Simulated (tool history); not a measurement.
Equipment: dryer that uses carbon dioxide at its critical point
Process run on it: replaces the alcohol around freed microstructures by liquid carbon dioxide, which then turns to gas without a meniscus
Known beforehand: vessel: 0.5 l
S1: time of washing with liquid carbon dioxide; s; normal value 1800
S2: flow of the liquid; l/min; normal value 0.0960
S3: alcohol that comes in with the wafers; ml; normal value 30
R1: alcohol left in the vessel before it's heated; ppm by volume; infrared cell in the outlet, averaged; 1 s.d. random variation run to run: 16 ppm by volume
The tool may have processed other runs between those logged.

| run | hour | S1 | S2 | S3 | R1 |
|---|---|---|---|---|---|
| 1 | 0.0 | 1800 | 0.0960 | 30 | 1387 |
| 2 | 12.3 | 1800 | 0.0960 | 30 | 1355 |
| 3 | 25.6 | 1800 | 0.0960 | 76 | 3443 |
| 4 | 42.4 | 1800 | 0.0960 | 76 | 3570 |
| 5 | 58.9 | 1800 | 0.0960 | 76 | 3572 |
| 6 | 74.5 | 1800 | 0.0960 | 76 | 3545 |
| 7 | 85.9 | 1800 | 0.0960 | 81 | 3881 |
| 8 | 95.5 | 1800 | 0.0960 | 30 | 1484 |
| 9 | 104.5 | 1800 | 0.0678 | 30 | 4509 |
| 10 | 112.8 | 1800 | 0.0960 | 98 | 4646 |
| 11 | 127.6 | 1800 | 0.0960 | 30 | 1452 |
| 12 | 143.8 | 1800 | 0.0960 | 32 | 1548 |
| 13 | 159.9 | 1800 | 0.0960 | 32 | 1612 |
| 14 | 170.4 | 1800 | 0.0960 | 30 | 1528 |
| 15 | 181.5 | 1800 | 0.0960 | 30 | 1575 |
| 16 | 194.9 | 1800 | 0.0960 | 30 | 1491 |
| 17 | 202.7 | 1800 | 0.0960 | 30 | 1538 |
| 18 | 217.5 | 1800 | 0.0600 | 30 | 6292 |
| 19 | 226.1 | 1800 | 0.0785 | 30 | 3064 |
| 20 | 238.1 | 1800 | 0.0785 | 30 | 3028 |
| 21 | 248.3 | 1800 | 0.0785 | 30 | 3062 |
| 22 | 259.2 | 1440 | 0.0960 | 30 | 3311 |
| 23 | 269.5 | 2640 | 0.1015 | 30 | 277 |
| 24 | 284.4 | 2640 | 0.1015 | 30 | 288 |
| 25 | 300.1 | 2640 | 0.1015 | 30 | 292 |
| 26 | 310.8 | 2640 | 0.1015 | 30 | 275 |
| 27 | 319.2 | 1800 | 0.0960 | 67 | 3613 |
| 28 | 329.4 | 1800 | 0.1556 | 30 | 224 |
| 29 | 337.3 | 1800 | 0.1556 | 30 | 252 |
|  | 352.0 | inlet filter changed |
| 30 | 354.7 | 1800 | 0.1556 | 30 | 159 |
| 31 | 365.7 | 1800 | 0.1556 | 30 | 155 |
| 32 | 373.1 | 1800 | 0.1582 | 69 | 238 |
| 33 | 388.2 | 2100 | 0.0906 | 112 | 2758 |
| 34 | 404.5 | 2100 | 0.0906 | 112 | 2741 |
| 35 | 411.8 | 1500 | 0.0960 | 22 | 1592 |
| 36 | 419.4 | 1200 | 0.0960 | 21 | 2932 |
| 37 | 437.1 | 1200 | 0.0960 | 21 | 2968 |
| 38 | 445.2 | 1800 | 0.1311 | 61 | 567 |
| 39 | 455.7 | 1140 | 0.0960 | 56 | 8711 |
| 40 | 465.4 | 1500 | 0.0922 | 29 | 2471 |
| 41 | 478.8 | 1560 | 0.0967 | 29 | 1847 |
| 42 | 489.3 | 1560 | 0.0967 | 29 | 1866 |
| 43 | 499.8 | 1260 | 0.1615 | 30 | 615 |
| 44 | 507.9 | 1260 | 0.1615 | 30 | 603 |

Alternative continuations, all from the tool just after run 44; predict every row:
| A | 520.2 | 1800 | 0.0819 | 30 | ? |
| B | 520.2 | 2640 | 0.1138 | 25 | ? |
| C | 520.2 | 1380 | 0.1483 | 30 | ? |
| D | 520.2 | 1140 | 0.1615 | 23 | ? |

| run | R1 |
|---|---|
| A | 2171 |
| B | 159 |
| C | 601 |
| D | 702 |
With no hidden state in the tool, these same runs would have given:
| run | R1 |
|---|---|
| A | 1900 |
| B | 50 |
| C | 443 |
| D | 538 |
